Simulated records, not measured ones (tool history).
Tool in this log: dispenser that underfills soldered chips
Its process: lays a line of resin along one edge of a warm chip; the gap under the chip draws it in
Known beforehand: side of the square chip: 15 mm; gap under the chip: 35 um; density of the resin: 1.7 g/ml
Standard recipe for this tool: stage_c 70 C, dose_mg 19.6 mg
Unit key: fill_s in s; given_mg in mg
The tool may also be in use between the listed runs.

run	hour	stage_c	dose_mg	fill_s	given_mg
1	0.0	70	19.6	295.0	19.45
# hour 1.5: new syringe of resin
2	8.8	58	19.6	503.8	19.33
# hour 10.5: new syringe of resin
3	16.8	58	19.6	492.2	19.36
# hour 19.6: new syringe of resin
4	22.8	58	19.6	427.7	19.24
# hour 28.7: new syringe of resin
5	31.2	58	19.6	423.7	19.17
# hour 37.5: new syringe of resin
6	40.9	58	19.6	421.2	19.10
# hour 46.1: new syringe of resin
7	51.6	58	19.6	468.7	18.92
# hour 53.9: dispensing valve cleaned and set on the balance
# hour 56.2: new syringe of resin
8	62.8	74	19.6	239.3	19.50
# hour 64.8: new syringe of resin
9	67.6	74	19.6	204.5	19.45
# hour 74.2: new syringe of resin
10	78.4	74	19.6	220.8	19.35
# hour 82.9: new syringe of resin
11	88.8	74	19.6	240.8	19.29
# hour 91.5: new syringe of resin
12	96.6	74	19.6	226.1	19.15
# hour 100.3: new syringe of resin
13	102.3	74	19.6	206.5	19.08
# hour 109.0: new syringe of resin
14	112.4	70	20.8	254.8	20.15
# hour 117.6: dispensing valve cleaned and set on the balance
# hour 118.6: new syringe of resin
15	121.8	70	20.8	252.5	20.74
# hour 127.3: new syringe of resin
16	130.6	70	19.6	251.5	19.46
# hour 136.3: new syringe of resin
17	139.6	62	19.6	369.0	19.37
# hour 145.4: new syringe of resin
18	146.3	69	24.6	232.6	24.14
# hour 154.3: new syringe of resin
19	157.4	72	21.3	229.5	20.81
# hour 163.5: new syringe of resin
20	167.4	72	21.3	239.5	20.61
# hour 172.8: new syringe of resin
21	172.8	72	21.3	203.4	20.55
# hour 181.4: dispensing valve cleaned and set on the balance
# hour 182.4: new syringe of resin
22	184.2	65	23.2	295.4	23.10
23	189.9	65	23.2	378.1	23.10
# hour 191.1: new syringe of resin
24	197.0	65	21.0	352.0	20.77
# hour 199.9: new syringe of resin
25	206.2	70	21.9	288.2	21.55
# hour 208.7: new syringe of resin
26	216.2	78	21.6	214.7	21.23
# hour 217.8: new syringe of resin
# hour 227.3: new syringe of resin
27	228.0	78	21.6	164.4	20.99
# hour 236.0: new syringe of resin
28	238.6	78	21.6	178.5	20.96
# hour 244.9: dispensing valve cleaned and set on the balance
# hour 245.9: new syringe of resin
29	247.0	78	21.6	165.2	21.56
30	252.0	78	20.2	207.7	20.14
# hour 255.2: new syringe of resin
31	262.8	82	21.5	186.0	21.27
# hour 264.5: new syringe of resin
32	272.4	82	21.5	189.2	21.13
# hour 273.7: new syringe of resin
33	279.1	82	21.5	169.6	21.04
# hour 282.4: new syringe of resin
34	286.6	68	25.5	297.1	24.81

Consider 4 possible next runs. They are alternatives, not a sequence: every one starts from the tool as it was left by run 34. What does each give?
# hour 291.4: new syringe of resin
A	293.9	68	22.5	?	?
# hour 291.4: new syringe of resin
B	293.9	70	22.3	?	?
# hour 291.4: new syringe of resin
C	293.9	55	24.5	?	?
# hour 291.4: new syringe of resin
D	293.9	78	19.5	?	?

run	fill_s	given_mg
A	278.8	21.82
B	255.8	21.66
C	501.1	23.76
D	184.1	18.98
With the hidden condition removed and each run's random variation left untouched, the same runs would have given:
run	fill_s	given_mg
A	219.6	22.46
B	201.8	22.29
C	391.5	24.45
D	145.6	19.53
